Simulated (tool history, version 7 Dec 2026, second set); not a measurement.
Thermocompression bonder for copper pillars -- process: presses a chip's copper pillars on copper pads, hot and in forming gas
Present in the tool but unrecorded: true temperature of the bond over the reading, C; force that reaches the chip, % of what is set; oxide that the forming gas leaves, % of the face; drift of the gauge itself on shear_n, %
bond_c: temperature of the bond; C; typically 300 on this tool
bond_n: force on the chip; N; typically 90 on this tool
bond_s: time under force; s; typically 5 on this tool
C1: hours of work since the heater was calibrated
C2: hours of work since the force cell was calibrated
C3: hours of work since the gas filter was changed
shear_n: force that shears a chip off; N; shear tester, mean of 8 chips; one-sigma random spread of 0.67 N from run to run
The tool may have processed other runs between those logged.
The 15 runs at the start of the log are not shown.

{"run": 16, "hour": 247.7, "bond_c": 300, "bond_n": 60, "bond_s": 5, "C1": 24, "C2": 152, "C3": 56, "shear_n": 49.1}
{"run": 17, "hour": 260.5, "bond_c": 300, "bond_n": 100, "bond_s": 5, "C1": 31, "C2": 159, "C3": 63, "shear_n": 69.3}
{"run": 18, "hour": 279.0, "bond_c": 300, "bond_n": 90, "bond_s": 5, "C1": 41, "C2": 169, "C3": 73, "shear_n": 64.9}
{"run": 19, "hour": 293.6, "bond_c": 300, "bond_n": 90, "bond_s": 5, "C1": 48, "C2": 176, "C3": 80, "shear_n": 64.6}
{"run": 20, "hour": 304.9, "bond_c": 300, "bond_n": 90, "bond_s": 5, "C1": 54, "C2": 182, "C3": 86, "shear_n": 67.1}
{"run": 21, "hour": 327.3, "bond_c": 300, "bond_n": 90, "bond_s": 5, "C1": 66, "C2": 194, "C3": 98, "shear_n": 64.8}
{"run": 22, "hour": 345.5, "bond_c": 277, "bond_n": 71, "bond_s": 5, "C1": 76, "C2": 204, "C3": 108, "shear_n": 41.2}
{"run": 23, "hour": 361.7, "bond_c": 277, "bond_n": 71, "bond_s": 11, "C1": 84, "C2": 212, "C3": 116, "shear_n": 57.2}
{"run": 24, "hour": 373.3, "bond_c": 277, "bond_n": 55, "bond_s": 12, "C1": 90, "C2": 218, "C3": 122, "shear_n": 48.4}
{"run": 25, "hour": 386.3, "bond_c": 277, "bond_n": 55, "bond_s": 12, "C1": 97, "C2": 225, "C3": 129, "shear_n": 48.7}
{"run": 26, "hour": 396.8, "bond_c": 310, "bond_n": 110, "bond_s": 9, "C1": 103, "C2": 231, "C3": 135, "shear_n": 97.2}
{"run": 27, "hour": 413.2, "bond_c": 297, "bond_n": 110, "bond_s": 5, "C1": 111, "C2": 239, "C3": 143, "shear_n": 71.5}
{"run": 28, "hour": 435.8, "bond_c": 284, "bond_n": 110, "bond_s": 10, "C1": 123, "C2": 251, "C3": 155, "shear_n": 80.5}
{"hour": 444.6, "done": "forming gas filter changed"}
{"run": 29, "hour": 455.9, "bond_c": 286, "bond_n": 90, "bond_s": 6, "C1": 134, "C2": 262, "C3": 6, "shear_n": 60.4}
{"run": 30, "hour": 478.4, "bond_c": 286, "bond_n": 90, "bond_s": 6, "C1": 146, "C2": 274, "C3": 18, "shear_n": 60.9}
{"run": 31, "hour": 491.1, "bond_c": 286, "bond_n": 90, "bond_s": 6, "C1": 152, "C2": 280, "C3": 25, "shear_n": 59.9}
{"run": 32, "hour": 508.6, "bond_c": 286, "bond_n": 90, "bond_s": 6, "C1": 161, "C2": 289, "C3": 34, "shear_n": 60.9}
{"run": 33, "hour": 523.9, "bond_c": 275, "bond_n": 87, "bond_s": 13, "C1": 169, "C2": 298, "C3": 42, "shear_n": 69.2}

Run 34, settings as shown, results not yet in. Your forecast:
{"run": 34, "hour": 546.3, "bond_c": 314, "bond_n": 125, "bond_s": 7, "C1": 181, "C2": 309, "C3": 54, "shear_n": "?"}

shear_n: 100.7 N
Minus the tool's unlogged condition, the same run would have read shear_n 101.9 N.
